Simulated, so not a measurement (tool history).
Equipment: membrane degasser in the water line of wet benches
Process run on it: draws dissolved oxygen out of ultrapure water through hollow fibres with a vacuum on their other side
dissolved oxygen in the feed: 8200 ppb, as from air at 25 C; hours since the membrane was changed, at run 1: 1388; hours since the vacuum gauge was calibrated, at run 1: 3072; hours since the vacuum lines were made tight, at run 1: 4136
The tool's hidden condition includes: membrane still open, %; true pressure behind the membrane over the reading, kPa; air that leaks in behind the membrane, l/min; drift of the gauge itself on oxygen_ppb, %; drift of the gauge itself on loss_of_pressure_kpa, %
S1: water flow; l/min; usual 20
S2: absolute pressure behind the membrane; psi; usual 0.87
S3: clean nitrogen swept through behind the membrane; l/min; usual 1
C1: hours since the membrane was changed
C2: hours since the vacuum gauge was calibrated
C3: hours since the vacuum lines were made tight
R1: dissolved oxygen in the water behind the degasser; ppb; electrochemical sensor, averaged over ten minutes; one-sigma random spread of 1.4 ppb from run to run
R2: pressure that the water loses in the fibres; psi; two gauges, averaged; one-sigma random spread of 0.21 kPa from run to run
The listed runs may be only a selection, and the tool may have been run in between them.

Run 1, hour 0: usual settings; C1 1388; C2 3072; C3 4136. Result: R1 134.9 ppb, R2 6.879 psi.
Run 2, hour 292.1: usual settings; C1 1680; C2 3364; C3 4428. Result: R1 133.7 ppb, R2 6.818 psi.
Run 3, hour 487.3: usual settings; C1 1875; C2 3559; C3 4623. Result: R1 132.1 ppb, R2 6.889 psi.
At hour 807.7: seals of the vacuum lines changed.
Run 4, hour 807.7: usual settings; C1 2193; C2 3878; C3 0. Result: R1 130.5 ppb, R2 6.895 psi.
Run 5, hour 1005: usual settings but S3 0.42 l/min; C1 2391; C2 4075; C3 197. Result: R1 263.2 ppb, R2 6.898 psi.
Run 6, hour 1181.8: usual settings but S3 0.42 l/min; C1 2567; C2 4252; C3 374. Result: R1 260 ppb, R2 6.844 psi.
Run 7, hour 1503.6: usual settings but S3 0.97 l/min; C1 2889; C2 4574; C3 696. Result: R1 138.7 ppb, R2 6.836 psi.
Run 8, hour 1696.4: usual settings; C1 3082; C2 4767; C3 889. Result: R1 133.3 ppb, R2 6.882 psi.
Run 9, hour 1876.9: usual settings; C1 3262; C2 4947; C3 1069. Result: R1 133.2 ppb, R2 6.87 psi.
Run 10, hour 2019.6: usual settings; C1 3405; C2 5090; C3 1212. Result: R1 132.1 ppb, R2 6.881 psi.
At hour 2079.2: vacuum gauge calibrated.
Run 11, hour 2340: usual settings; C1 3725; C2 261; C3 1532. Result: R1 134 ppb, R2 6.899 psi.
Run 12, hour 2516.8: usual settings; C1 3902; C2 438; C3 1709. Result: R1 132.8 ppb, R2 6.84 psi.
Run 13, hour 2844.8: usual settings; C1 4230; C2 766; C3 2037. Result: R1 130.5 ppb, R2 6.879 psi.
Run 14, hour 3149.9: usual settings; C1 4535; C2 1071; C3 2342. Result: R1 133.7 ppb, R2 6.885 psi.
Run 15, hour 3351.4: usual settings but S3 1.13 l/min; C1 4737; C2 1272; C3 2543. Result: R1 120.3 ppb, R2 6.901 psi.
Run 16, hour 3603.9: usual settings but S1 17 l/min; C1 4989; C2 1525; C3 2796. Result: R1 112.9 ppb, R2 5.871 psi.
Run 17, hour 3830.6: usual settings but S1 17 l/min; C1 5216; C2 1751; C3 3022. Result: R1 111.7 ppb, R2 5.813 psi.
Run 18, hour 4036.4: usual settings but S1 17 l/min; C1 5421; C2 1957; C3 3228. Result: R1 113.4 ppb, R2 5.836 psi.
Run 19, hour 4338.5: usual settings but S1 18 l/min, S2 1.307 psi, S3 2.07 l/min; C1 5724; C2 2259; C3 3530. Result: R1 128.6 ppb, R2 6.244 psi.
Run 20, hour 4658.7: usual settings but S1 18 l/min, S2 1.307 psi, S3 2.07 l/min; C1 6044; C2 2580; C3 3850. Result: R1 125.1 ppb, R2 6.158 psi.
Run 21, hour 4931.2: usual settings but S1 15 l/min, S2 1.365 psi, S3 0.4 l/min; C1 6316; C2 2852; C3 4123. Result: R1 458.2 ppb, R2 5.192 psi.

The next listed run, before its measurement:
Run 22, hour 5267.7: usual settings but S1 31 l/min; C1 6653; C2 3189; C3 4459. Result: R1 ?, R2 ?.

For run 22 the tool returned R1 218.8 ppb, R2 10.726 psi.
Take away the tool's hidden state, keep the run-to-run variation as it was, and the same run would have given R1 218.4 ppb, R2 10.714 psi.

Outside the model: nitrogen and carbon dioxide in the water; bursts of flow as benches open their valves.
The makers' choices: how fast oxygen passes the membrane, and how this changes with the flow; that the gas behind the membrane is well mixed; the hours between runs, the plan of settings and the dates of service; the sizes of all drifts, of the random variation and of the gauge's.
